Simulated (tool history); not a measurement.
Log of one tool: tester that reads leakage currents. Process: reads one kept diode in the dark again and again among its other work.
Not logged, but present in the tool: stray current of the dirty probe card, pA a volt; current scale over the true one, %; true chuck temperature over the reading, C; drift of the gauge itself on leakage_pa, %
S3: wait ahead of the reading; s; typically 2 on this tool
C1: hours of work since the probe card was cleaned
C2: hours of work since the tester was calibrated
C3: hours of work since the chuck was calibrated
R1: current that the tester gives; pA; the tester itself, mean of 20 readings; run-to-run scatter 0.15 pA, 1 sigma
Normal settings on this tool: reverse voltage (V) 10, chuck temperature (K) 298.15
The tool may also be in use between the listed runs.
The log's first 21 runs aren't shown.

Run 22, hour 586.7: usual settings but reverse voltage (V) 12.7, chuck temperature (K) 314.15, S3 0.71 s; C1 1070; C2 1329; C3 1361. Result: R1 254.26 pA.
Run 23, hour 627.5: usual settings but chuck temperature (K) 328.15, S3 7.69 s; C1 1094; C2 1352; C3 1384. Result: R1 638.67 pA.
Run 24, hour 655: usual settings but reverse voltage (V) 1.6; C1 1109; C2 1367; C3 1400. Result: R1 20.33 pA.
Run 25, hour 674.4: usual settings but reverse voltage (V) 1.6; C1 1120; C2 1379; C3 1411. Result: R1 20.31 pA.
At hour 693.6: chuck's temperature calibrated.
Run 26, hour 707.2: usual settings but reverse voltage (V) 1.6; C1 1138; C2 1396; C3 8. Result: R1 17.45 pA.
Run 27, hour 732.2: usual settings but reverse voltage (V) 1.7; C1 1152; C2 1410; C3 22. Result: R1 18.32 pA.
Run 28, hour 764.3: usual settings but reverse voltage (V) 5.3, chuck temperature (K) 324.15; C1 1171; C2 1429; C3 40. Result: R1 291.63 pA.
Run 29, hour 800.1: usual settings but reverse voltage (V) 4.7, chuck temperature (K) 294.15; C1 1191; C2 1449; C3 61. Result: R1 25.19 pA.
Run 30, hour 834.5: usual settings but reverse voltage (V) 4.7, chuck temperature (K) 294.15; C1 1211; C2 1469; C3 80. Result: R1 25.31 pA.

Forecast each of these 5 alternatives for the next run:
Run A, hour 856.7: usual settings but reverse voltage (V) 18.6; C1 1223; C2 1481; C3 93. Result: R1 ?.
Run B, hour 856.7: usual settings but reverse voltage (V) 4.8, S3 6.76 s; C1 1223; C2 1481; C3 93. Result: R1 ?.
Run C, hour 856.7: usual settings but reverse voltage (V) 2.9, chuck temperature (K) 323.15; C1 1223; C2 1481; C3 93. Result: R1 ?.
Run D, hour 856.7: usual settings but reverse voltage (V) 3.7; C1 1223; C2 1481; C3 93. Result: R1 ?.
Run E, hour 856.7: usual settings but reverse voltage (V) 6.8, chuck temperature (K) 306.15; C1 1223; C2 1481; C3 93. Result: R1 ?.

run      R1
  A   83.87
  B   34.94
  C  192.24
  D   29.84
  E   81.97
With no hidden state in the tool, these same runs would have given:
run      R1
  A   65.18
  B   29.75
  C  185.48
  D   25.79
  E   73.95
